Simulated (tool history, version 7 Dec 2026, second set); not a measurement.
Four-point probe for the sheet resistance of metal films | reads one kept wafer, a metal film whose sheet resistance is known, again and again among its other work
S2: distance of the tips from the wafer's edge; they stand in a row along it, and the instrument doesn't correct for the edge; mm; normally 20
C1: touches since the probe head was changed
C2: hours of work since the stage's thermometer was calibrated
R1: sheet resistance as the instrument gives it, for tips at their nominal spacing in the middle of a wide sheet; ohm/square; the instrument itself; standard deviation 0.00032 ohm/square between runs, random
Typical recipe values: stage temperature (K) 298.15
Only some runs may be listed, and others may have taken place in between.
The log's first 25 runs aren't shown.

{"run": 26, "hour": 429.6, "stage temperature (K)": 296.15, "S2": 26, "C1": 12169, "C2": 94, "R1": 1.574309}
{"run": 27, "hour": 442.6, "stage temperature (K)": 296.15, "S2": 26, "C1": 12599, "C2": 101, "R1": 1.574566}
{"run": 28, "hour": 464.4, "stage temperature (K)": 296.15, "S2": 26, "C1": 13322, "C2": 111, "R1": 1.574424}
{"run": 29, "hour": 479.1, "stage temperature (K)": 301.15, "S2": 31, "C1": 13810, "C2": 118, "R1": 1.575274}
{"run": 30, "hour": 491.8, "stage temperature (K)": 298.15, "S2": 3, "C1": 14231, "C2": 125, "R1": 1.661799}
{"run": 31, "hour": 509.2, "stage temperature (K)": 294.15, "S2": 6, "C1": 14806, "C2": 133, "R1": 1.595938}
{"run": 32, "hour": 523.2, "stage temperature (K)": 299.15, "S2": 37, "C1": 15269, "C2": 140, "R1": 1.574095}
{"run": 33, "hour": 542.7, "stage temperature (K)": 306.15, "S2": 6, "C1": 15917, "C2": 149, "R1": 1.598044}
{"run": 34, "hour": 552.0, "stage temperature (K)": 300.15, "S2": 10, "C1": 16224, "C2": 154, "R1": 1.582088}
{"run": 35, "hour": 574.6, "stage temperature (K)": 296.15, "S2": 72, "C1": 16972, "C2": 165, "R1": 1.573138}
{"run": 36, "hour": 587.1, "stage temperature (K)": 302.15, "S2": 37, "C1": 17389, "C2": 171, "R1": 1.574992}
{"run": 37, "hour": 600.0, "stage temperature (K)": 302.15, "S2": 37, "C1": 17815, "C2": 177, "R1": 1.57464}

Estimate the outcome of run 38 from the log above:
{"run": 38, "hour": 621.7, "stage temperature (K)": 302.15, "S2": 37, "C1": 18535, "C2": 188, "R1": "?"}

{"run 38": {"R1": 1.574012}}
Were there no unlogged condition in the tool, this run, its random variation unchanged, would have produced R1 1.574222 ohm/square.
